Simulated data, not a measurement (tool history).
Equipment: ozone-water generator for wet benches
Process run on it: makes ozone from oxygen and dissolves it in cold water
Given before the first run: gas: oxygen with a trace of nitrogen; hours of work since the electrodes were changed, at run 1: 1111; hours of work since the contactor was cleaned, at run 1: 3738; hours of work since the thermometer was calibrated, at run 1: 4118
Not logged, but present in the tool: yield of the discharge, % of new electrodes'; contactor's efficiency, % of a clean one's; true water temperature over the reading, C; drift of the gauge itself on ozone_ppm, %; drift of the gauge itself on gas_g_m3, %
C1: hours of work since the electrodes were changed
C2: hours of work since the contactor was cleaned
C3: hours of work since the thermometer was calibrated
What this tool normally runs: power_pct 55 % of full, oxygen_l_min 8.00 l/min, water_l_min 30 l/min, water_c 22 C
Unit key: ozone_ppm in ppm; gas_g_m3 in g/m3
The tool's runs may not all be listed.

Run 1, hour 0.0: usual settings; C1 1111; C2 3738; C3 4118. Result: ozone_ppm 19.7 ppm, gas_g_m3 191.9 g/m3.
Run 2, hour 36.7: usual settings; C1 1144; C2 3770; C3 4150. Result: ozone_ppm 20.0 ppm, gas_g_m3 192.1 g/m3.
Run 3, hour 61.8: usual settings; C1 1166; C2 3792; C3 4172. Result: ozone_ppm 19.5 ppm, gas_g_m3 193.4 g/m3.
Run 4, hour 78.7: usual settings; C1 1181; C2 3807; C3 4187. Result: ozone_ppm 19.8 ppm, gas_g_m3 190.3 g/m3.
Run 5, hour 112.4: usual settings; C1 1210; C2 3837; C3 4216. Result: ozone_ppm 19.7 ppm, gas_g_m3 190.8 g/m3.
Run 6, hour 144.4: usual settings but water_c 26 C; C1 1238; C2 3865; C3 4244. Result: ozone_ppm 18.8 ppm, gas_g_m3 190.3 g/m3.
Run 7, hour 184.6: usual settings but water_c 26 C; C1 1274; C2 3900; C3 4280. Result: ozone_ppm 18.3 ppm, gas_g_m3 191.0 g/m3.
Run 8, hour 221.8: usual settings but water_c 26 C; C1 1306; C2 3933; C3 4313. Result: ozone_ppm 18.5 ppm, gas_g_m3 190.3 g/m3.
Run 9, hour 254.6: usual settings but water_c 26 C; C1 1335; C2 3962; C3 4341. Result: ozone_ppm 18.3 ppm, gas_g_m3 192.2 g/m3.
Run 10, hour 276.0: usual settings but water_c 26 C; C1 1354; C2 3980; C3 4360. Result: ozone_ppm 18.3 ppm, gas_g_m3 190.8 g/m3.
Run 11, hour 316.5: usual settings but water_c 26 C; C1 1390; C2 4016; C3 4396. Result: ozone_ppm 18.7 ppm, gas_g_m3 192.0 g/m3.
Run 12, hour 346.0: usual settings but power_pct 43 % of full, water_l_min 22 l/min; C1 1416; C2 4042; C3 4422. Result: ozone_ppm 19.6 ppm, gas_g_m3 153.2 g/m3.
Run 13, hour 369.0: usual settings but power_pct 84 % of full, oxygen_l_min 5.18 l/min, water_l_min 27 l/min, water_c 15 C; C1 1436; C2 4062; C3 4442. Result: ozone_ppm 34.6 ppm, gas_g_m3 360.4 g/m3.
Run 14, hour 397.3: usual settings but power_pct 69 % of full, oxygen_l_min 7.28 l/min, water_l_min 27 l/min, water_c 15 C; C1 1461; C2 4087; C3 4467. Result: ozone_ppm 29.2 ppm, gas_g_m3 245.7 g/m3.
Run 15, hour 437.0: usual settings but power_pct 63 % of full, oxygen_l_min 5.14 l/min, water_l_min 36 l/min, water_c 20 C; C1 1496; C2 4122; C3 4502. Result: ozone_ppm 18.8 ppm, gas_g_m3 276.5 g/m3.
Run 16, hour 454.7: usual settings but power_pct 63 % of full, oxygen_l_min 5.14 l/min, water_l_min 36 l/min, water_c 20 C; C1 1511; C2 4138; C3 4517. Result: ozone_ppm 18.8 ppm, gas_g_m3 276.9 g/m3.
Run 17, hour 472.8: usual settings but power_pct 58 % of full, water_l_min 43 l/min; C1 1527; C2 4153; C3 4533. Result: ozone_ppm 14.7 ppm, gas_g_m3 200.8 g/m3.
Run 18, hour 500.1: usual settings but power_pct 58 % of full, oxygen_l_min 10.25 l/min, water_l_min 43 l/min, water_c 17 C; C1 1551; C2 4177; C3 4557. Result: ozone_ppm 16.0 ppm, gas_g_m3 173.7 g/m3.
Run 19, hour 530.9: usual settings but power_pct 58 % of full, oxygen_l_min 10.25 l/min, water_l_min 43 l/min, water_c 17 C; C1 1578; C2 4205; C3 4584. Result: ozone_ppm 15.8 ppm, gas_g_m3 173.1 g/m3.
Run 20, hour 551.3: usual settings but oxygen_l_min 7.69 l/min, water_c 30 C; C1 1596; C2 4222; C3 4602. Result: ozone_ppm 17.1 ppm, gas_g_m3 193.4 g/m3.

Forecast each of these 4 alternatives for the next run:
Run A, hour 582.5: usual settings but oxygen_l_min 8.42 l/min, water_l_min 46 l/min, water_c 15 C; C1 1623; C2 4250; C3 4630. Result: ozone_ppm ?, gas_g_m3 ?.
Run B, hour 582.5: usual settings but power_pct 48 % of full, oxygen_l_min 4.20 l/min; C1 1623; C2 4250; C3 4630. Result: ozone_ppm ?, gas_g_m3 ?.
Run C, hour 582.5: usual settings but oxygen_l_min 7.72 l/min, water_c 26 C; C1 1623; C2 4250; C3 4630. Result: ozone_ppm ?, gas_g_m3 ?.
Run D, hour 582.5: usual settings but water_c 27 C; C1 1623; C2 4250; C3 4630. Result: ozone_ppm ?, gas_g_m3 ?.

run  ozone_ppm  gas_g_m3
  A       14.1     183.8
  B       17.0     243.7
  C       18.2     195.7
  D       17.8     189.2
The same runs, with their run-to-run variation unchanged, on a tool lacking any hidden condition would have given:
run  ozone_ppm  gas_g_m3
  A       15.2     188.3
  B       18.1     248.7
  C       19.5     200.5
  D       19.0     193.9
